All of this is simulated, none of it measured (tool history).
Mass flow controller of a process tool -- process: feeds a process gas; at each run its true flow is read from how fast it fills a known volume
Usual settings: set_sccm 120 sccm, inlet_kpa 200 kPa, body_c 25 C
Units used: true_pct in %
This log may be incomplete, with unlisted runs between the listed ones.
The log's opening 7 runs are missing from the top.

run 8 hour=355.4 | set_sccm=116 inlet_kpa=200 body_c=25 | true_pct=99.12
run 9 hour=407.0 | set_sccm=116 inlet_kpa=200 body_c=25 | true_pct=98.95
run 10 hour=483.1 | set_sccm=116 inlet_kpa=200 body_c=25 | true_pct=98.99
run 11 hour=548.0 | set_sccm=116 inlet_kpa=200 body_c=25 | true_pct=99.13
run 12 hour=621.2 | set_sccm=116 inlet_kpa=200 body_c=25 | true_pct=99.05
run 13 hour=657.6 | set_sccm=36 inlet_kpa=200 body_c=25 | true_pct=98.10
run 14 hour=691.8 | set_sccm=120 inlet_kpa=195 body_c=25 | true_pct=98.99
run 15 hour=724.3 | set_sccm=120 inlet_kpa=195 body_c=25 | true_pct=99.04
run 16 hour=757.7 | set_sccm=168 inlet_kpa=200 body_c=25 | true_pct=99.43
run 17 hour=796.7 | set_sccm=168 inlet_kpa=200 body_c=25 | true_pct=99.36
run 18 hour=854.7 | set_sccm=168 inlet_kpa=200 body_c=25 | true_pct=99.44
run 19 hour=888.7 | set_sccm=168 inlet_kpa=200 body_c=25 | true_pct=99.35

Run 20, settings as shown, results not yet in. Your forecast:
run 20 hour=922.4 | set_sccm=120 inlet_kpa=153 body_c=25 | true_pct=?

Run 20 came out at true_pct 98.77 %.
Minus the tool's unlogged condition, the same run would have read true_pct 99.32 %.

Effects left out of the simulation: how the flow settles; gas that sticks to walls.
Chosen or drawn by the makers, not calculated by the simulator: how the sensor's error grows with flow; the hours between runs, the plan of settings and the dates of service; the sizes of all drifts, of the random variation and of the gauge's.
